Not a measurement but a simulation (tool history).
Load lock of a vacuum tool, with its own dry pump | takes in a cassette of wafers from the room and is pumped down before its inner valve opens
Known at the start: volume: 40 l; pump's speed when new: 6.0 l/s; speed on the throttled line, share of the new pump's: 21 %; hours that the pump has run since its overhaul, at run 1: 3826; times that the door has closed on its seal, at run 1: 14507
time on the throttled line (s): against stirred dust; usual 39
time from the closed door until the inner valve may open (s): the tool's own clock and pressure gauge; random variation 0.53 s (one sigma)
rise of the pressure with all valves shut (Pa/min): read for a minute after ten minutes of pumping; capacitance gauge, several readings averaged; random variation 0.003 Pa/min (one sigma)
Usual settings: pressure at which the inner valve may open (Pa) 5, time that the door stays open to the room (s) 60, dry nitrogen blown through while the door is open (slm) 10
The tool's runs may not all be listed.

| run | hour | time on the throttled line (s) | pressure at which the inner valve may open (Pa) | time that the door stays open to the room (s) | dry nitrogen blown through while the door is open (slm) | hours that the pump has run since its overhaul | times that the door has closed on its seal | incoming humidity of the room's air, % | time from the closed door until the inner valve may open (s) | rise of the pressure with all valves shut (Pa/min) |
|---|---|---|---|---|---|---|---|---|---|---|
| 1 | 0 | 39 | 5 | 60 | 10 | 3826 | 14507 | 41.4 | 100 | 0.195 |
| 2 | 107.6 | 39 | 5 | 60 | 12 | 3933 | 15010 | 47.1 | 99.5 | 0.201 |
| 3 | 167.5 | 39 | 5 | 60 | 12 | 3993 | 15290 | 45.7 | 99.7 | 0.211 |
| 4 | 281.4 | 39 | 5 | 60 | 12 | 4107 | 15823 | 45.3 | 100.6 | 0.217 |
| 5 | 374.7 | 39 | 5 | 60 | 12 | 4200 | 16260 | 48.1 | 100.5 | 0.223 |
| 6 | 476 | 39 | 5 | 60 | 12 | 4302 | 16734 | 43.4 | 100.6 | 0.23 |
| 7 | 587.8 | 39 | 5 | 60 | 10 | 4414 | 17257 | 44 | 99.4 | 0.232 |
| 8 | 676.9 | 39 | 5 | 60 | 10 | 4503 | 17673 | 42.9 | 100.4 | 0.247 |
| 9 | 726.5 | 39 | 5 | 60 | 10 | 4552 | 17906 | 47 | 100 | 0.247 |
| 10 | 810 | 39 | 5 | 60 | 10 | 4636 | 18296 | 45 | 101.2 | 0.267 |
| 11 | 923.1 | 54 | 5 | 60 | 10 | 4749 | 18825 | 44 | 112.9 | 0.273 |
| 12 | 972.5 | 54 | 5 | 60 | 10 | 4798 | 19056 | 42.8 | 112.7 | 0.27 |
| 13 | 1042.1 | 39 | 5 | 60 | 10 | 4868 | 19381 | 44 | 100.2 | 0.28 |
| 14 | 1109.2 | 39 | 5 | 60 | 10 | 4935 | 19695 | 46.6 | 100.8 | 0.284 |
| 15 | 1166.7 | 39 | 5 | 60 | 5 | 4993 | 19965 | 47.6 | 101.4 | 0.295 |
| 16 | 1220.6 | 39 | 5 | 60 | 5 | 5046 | 20217 | 48 | 101 | 0.309 |
| 17 | 1333.4 | 39 | 5 | 60 | 10 | 5159 | 20744 | 45.3 | 100.5 | 0.31 |
| 18 | 1391.3 | 39 | 5 | 60 | 10 | 5217 | 21015 | 44.7 | 102.1 | 0.319 |
| 19 | 1475.4 | 39 | 6 | 190 | 10 | 5301 | 21409 | 43.4 | 99.9 | 0.355 |
| 20 | 1563.6 | 39 | 8 | 190 | 4 | 5389 | 21821 | 46.7 | 97.5 | 0.384 |
| 21 | 1633.9 | 78 | 5 | 161 | 11 | 5460 | 22150 | 42.5 | 131.2 | 0.357 |
| 22 | 1695.2 | 39 | 7 | 43 | 10 | 5521 | 22437 | 47.1 | 98.9 | 0.349 |
| 23 | 1773.9 | 44 | 5 | 60 | 4 | 5600 | 22805 | 45.9 | 105.6 | 0.364 |
| 24 | 1848.2 | 39 | 5 | 60 | 10 | 5674 | 23152 | 46 | 101.9 | 0.37 |
| 25 | 1940.5 | 39 | 6 | 104 | 19 | 5766 | 23584 | 46.8 | 100.5 | 0.382 |
| 26 | 2001.6 | 47 | 6 | 109 | 20 | 5827 | 23870 | 43.2 | 107 | 0.383 |
| 27 | 2088.6 | 28 | 7 | 95 | 18 | 5914 | 24277 | 48.9 | 90.6 | 0.396 |
| 28 | 2152.6 | 28 | 7 | 95 | 18 | 5978 | 24576 | 45.2 | 90.8 | 0.391 |
| 29 | 2231.2 | 39 | 5 | 36 | 10 | 6057 | 24944 | 43.9 | 101.5 | 0.393 |
| 30 | 2319 | 66 | 5 | 36 | 10 | 6145 | 25354 | 45.8 | 124.3 | 0.406 |
| 31 | 2366.8 | 66 | 5 | 36 | 11 | 6193 | 25578 | 46.4 | 122.6 | 0.409 |
| 32 | 2476.6 | 66 | 5 | 36 | 11 | 6302 | 26092 | 42.8 | 122.2 | 0.424 |
| 33 | 2526 | 39 | 5 | 38 | 19 | 6352 | 26323 | 47.1 | 101.2 | 0.434 |
| 34 | 2577.3 | 39 | 5 | 27 | 14 | 6403 | 26563 | 47.4 | 102.9 | 0.439 |
| 35 | 2665.3 | 66 | 5 | 26 | 7 | 6491 | 26974 | 47.3 | 123.2 | 0.451 |
| 36 | 2735.2 | 66 | 5 | 46 | 7 | 6561 | 27301 | 49.6 | 122.7 | 0.463 |

Forecast each of these 5 alternatives for the next run:
| A | 2818.4 | 39 | 5 | 185 | 10 | 6644 | 27691 | 43.6 | ? | ? |
| B | 2818.4 | 39 | 5 | 60 | 10 | 6644 | 27691 | 48.9 | ? | ? |
| C | 2818.4 | 39 | 9 | 60 | 10 | 6644 | 27691 | 48.2 | ? | ? |
| D | 2818.4 | 36 | 9 | 46 | 7 | 6644 | 27691 | 42.9 | ? | ? |
| E | 2818.4 | 39 | 5 | 122 | 10 | 6644 | 27691 | 44.8 | ? | ? |

| run | time from the closed door until the inner valve may open (s) | rise of the pressure with all valves shut (Pa/min) |
|---|---|---|
| A | 102.2 | 0.503 |
| B | 101.6 | 0.485 |
| C | 97 | 0.475 |
| D | 95.9 | 0.465 |
| E | 102.2 | 0.49 |
Without the tool's hidden state the same runs would have given:
| run | time from the closed door until the inner valve may open (s) | rise of the pressure with all valves shut (Pa/min) |
|---|---|---|
| A | 97.4 | 0.058 |
| B | 96.8 | 0.031 |
| C | 92.7 | 0.024 |
| D | 91.4 | 0.022 |
| E | 97.4 | 0.048 |
